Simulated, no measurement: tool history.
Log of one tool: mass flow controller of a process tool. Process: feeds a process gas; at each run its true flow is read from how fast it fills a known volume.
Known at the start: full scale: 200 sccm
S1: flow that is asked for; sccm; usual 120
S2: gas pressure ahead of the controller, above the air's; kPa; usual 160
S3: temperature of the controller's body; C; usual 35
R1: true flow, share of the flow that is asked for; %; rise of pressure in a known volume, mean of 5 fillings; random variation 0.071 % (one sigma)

Run 1, day 0: usual settings. Result: R1 99.07 %.
Run 2, day 12.738: usual settings. Result: R1 98.93 %.
Run 3, day 24.85: usual settings but S3 28 C. Result: R1 97.94 %.
Run 4, day 31: usual settings but S1 102 sccm. Result: R1 98.47 %.
Run 5, day 41.312: usual settings but S1 102 sccm. Result: R1 98.25 %.
Run 6, day 52.896: usual settings but S1 102 sccm. Result: R1 98.23 %.
Run 7, day 65.708: usual settings. Result: R1 98.44 %.
Run 8, day 75.475: usual settings. Result: R1 98.26 %.
Run 9, day 88.858: usual settings. Result: R1 98.22 %.
Run 10, day 102.375: usual settings but S1 37 sccm. Result: R1 95.42 %.
Run 11, day 115.65: usual settings but S1 37 sccm. Result: R1 95 %.
Run 12, day 127.538: usual settings but S1 37 sccm. Result: R1 94.98 %.
Run 13, day 134.771: usual settings. Result: R1 97.86 %.
Run 14, day 140.596: usual settings. Result: R1 97.63 %.
Run 15, day 150.029: usual settings. Result: R1 97.67 %.
Run 16, day 159.404: usual settings. Result: R1 97.52 %.
Run 17, day 166.642: usual settings. Result: R1 97.45 %.
Run 18, day 180.496: usual settings. Result: R1 97.34 %.
Run 19, day 188.271: usual settings but S2 184 kPa. Result: R1 97.06 %.
Run 20, day 200.954: usual settings but S3 31 C. Result: R1 96.6 %.
Run 21, day 207.675: usual settings but S3 27 C. Result: R1 96.14 %.
Run 22, day 214.658: usual settings but S2 163 kPa. Result: R1 96.95 %.
Run 23, day 223.083: usual settings but S2 233 kPa. Result: R1 96.42 %.
Run 24, day 236.238: usual settings but S2 143 kPa. Result: R1 96.88 %.
Run 25, day 246.662: usual settings but S1 62 sccm, S3 32 C. Result: R1 94.2 %.
Run 26, day 256.233: usual settings but S1 27 sccm, S2 221 kPa, S3 25 C. Result: R1 89.82 %.
Run 27, day 264.992: usual settings but S1 95 sccm, S2 221 kPa, S3 38 C. Result: R1 95.77 %.
Run 28, day 271.975: usual settings but S1 95 sccm, S2 221 kPa, S3 38 C. Result: R1 95.74 %.
Run 29, day 284.958: usual settings but S1 87 sccm, S2 163 kPa, S3 30 C. Result: R1 94.62 %.
Run 30, day 294.808: usual settings but S1 114 sccm, S2 184 kPa, S3 30 C. Result: R1 95.36 %.
Run 31, day 302.004: usual settings but S1 22 sccm, S2 174 kPa, S3 30 C. Result: R1 88.44 %.
Run 32, day 308.996: usual settings but S1 22 sccm, S2 174 kPa, S3 30 C. Result: R1 88.13 %.
Run 33, day 317.008: usual settings but S1 22 sccm, S2 174 kPa, S3 30 C. Result: R1 88.21 %.
Run 34, day 324.592: usual settings but S1 46 sccm, S2 155 kPa, S3 33 C. Result: R1 92.49 %.
Run 35, day 333.233: usual settings but S1 124 sccm, S2 167 kPa. Result: R1 95.87 %.
Run 36, day 347.092: usual settings but S1 97 sccm, S2 191 kPa. Result: R1 94.69 %.
Run 37, day 359.342: usual settings but S1 27 sccm, S2 211 kPa, S3 31 C. Result: R1 88.46 %.
Run 38, day 371.704: usual settings but S2 245 kPa. Result: R1 94.8 %.
Run 39, day 381.771: usual settings but S2 249 kPa, S3 29 C. Result: R1 94.02 %.
Run 40, day 392.462: usual settings but S1 49 sccm, S2 274 kPa, S3 34 C. Result: R1 91.21 %.
Run 41, day 400.192: usual settings but S1 49 sccm, S2 274 kPa, S3 34 C. Result: R1 91.02 %.
Run 42, day 411.679: usual settings but S1 23 sccm. Result: R1 87.07 %.
Run 43, day 418.067: usual settings but S1 22 sccm, S2 226 kPa, S3 25 C. Result: R1 84.96 %.
Run 44, day 427.829: usual settings but S1 52 sccm, S2 171 kPa, S3 28 C. Result: R1 90.76 %.
Run 45, day 439.075: usual settings but S1 131 sccm, S2 217 kPa, S3 29 C. Result: R1 94.06 %.
Run 46, day 448.412: usual settings but S2 156 kPa, S3 40 C. Result: R1 95.17 %.
Run 47, day 457.683: usual settings but S2 257 kPa, S3 21 C. Result: R1 92.37 %.

The same runs without the tool's hidden state, with the same run-to-run variation:
The hidden state here: flow at rest that the sensor doesn't see, % of full scale; true flow over the shown one, %; drift of the gauge itself on true_pct, %.
run      R1
  1  100.08
  2  100.06
  3   99.19
  4   99.86
  5   99.74
  6   99.84
  7  100.09
  8     100
  9   100.1
 10   98.86
 11   98.64
 12   98.82
 13  100.18
 14  100.02
 15  100.15
 16  100.09
 17  100.09
 18  100.13
 19   99.94
 20    99.6
 21   99.22
 22  100.09
 23   99.63
 24  100.24
 25   98.64
 26   97.08
 27    99.7
 28   99.75
 29   98.89
 30   99.36
 31    97.8
 32   97.66
 33   97.94
 34   98.77
 35  100.15
 36   99.45
 37   97.73
 38   99.48
 39    98.8
 40   98.21
 41   98.13
 42   98.53
 43   96.92
 44   98.03
 45   99.27
 46  100.61
 47   97.91
